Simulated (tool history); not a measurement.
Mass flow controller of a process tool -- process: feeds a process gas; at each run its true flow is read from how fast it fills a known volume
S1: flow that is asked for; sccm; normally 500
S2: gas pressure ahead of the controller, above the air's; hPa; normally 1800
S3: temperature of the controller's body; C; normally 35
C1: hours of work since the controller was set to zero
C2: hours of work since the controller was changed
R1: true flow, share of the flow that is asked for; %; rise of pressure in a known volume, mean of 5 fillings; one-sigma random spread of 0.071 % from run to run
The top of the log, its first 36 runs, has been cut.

| run | hour | S1 | S2 | S3 | C1 | C2 | R1 |
|---|---|---|---|---|---|---|---|
| 37 | 9152.2 | 500 | 1630 | 37 | 188 | 3006 | 102.53 |
| 38 | 9331.2 | 500 | 1630 | 37 | 245 | 3062 | 102.77 |
| 39 | 9640.8 | 176 | 1800 | 28 | 342 | 3160 | 106.27 |
| 40 | 9846.1 | 500 | 1800 | 30 | 406 | 3224 | 102.69 |
| 41 | 10187.0 | 242 | 2630 | 29 | 514 | 3331 | 105.30 |
|  | 10399.3 | controller's zero set anew, once more |
| 42 | 10451.0 | 242 | 2630 | 29 | 16 | 3414 | 100.78 |
| 43 | 10597.4 | 190 | 2550 | 33 | 62 | 3460 | 100.94 |
| 44 | 10850.6 | 477 | 1650 | 25 | 142 | 3540 | 100.53 |
| 45 | 11000.2 | 119 | 1660 | 39 | 189 | 3587 | 101.12 |
| 46 | 11186.2 | 119 | 1660 | 39 | 247 | 3645 | 101.31 |
| 47 | 11509.9 | 119 | 1660 | 39 | 349 | 3747 | 101.51 |
| 48 | 11824.0 | 119 | 1470 | 39 | 448 | 3846 | 101.61 |

3 options for the next run, each taken on its own from the tool as it stands now. Forecast them:
| A | 12103.8 | 119 | 1470 | 22 | 536 | 3934 | ? |
| B | 12103.8 | 103 | 1800 | 35 | 536 | 3934 | ? |
| C | 12103.8 | 346 | 1850 | 39 | 536 | 3934 | ? |

| run | R1 |
|---|---|
| A | 101.38 |
| B | 102.00 |
| C | 101.38 |
With the hidden condition removed and each run's random variation left untouched, the same runs would have given:
| run | R1 |
|---|---|
| A | 98.53 |
| B | 98.93 |
| C | 99.45 |

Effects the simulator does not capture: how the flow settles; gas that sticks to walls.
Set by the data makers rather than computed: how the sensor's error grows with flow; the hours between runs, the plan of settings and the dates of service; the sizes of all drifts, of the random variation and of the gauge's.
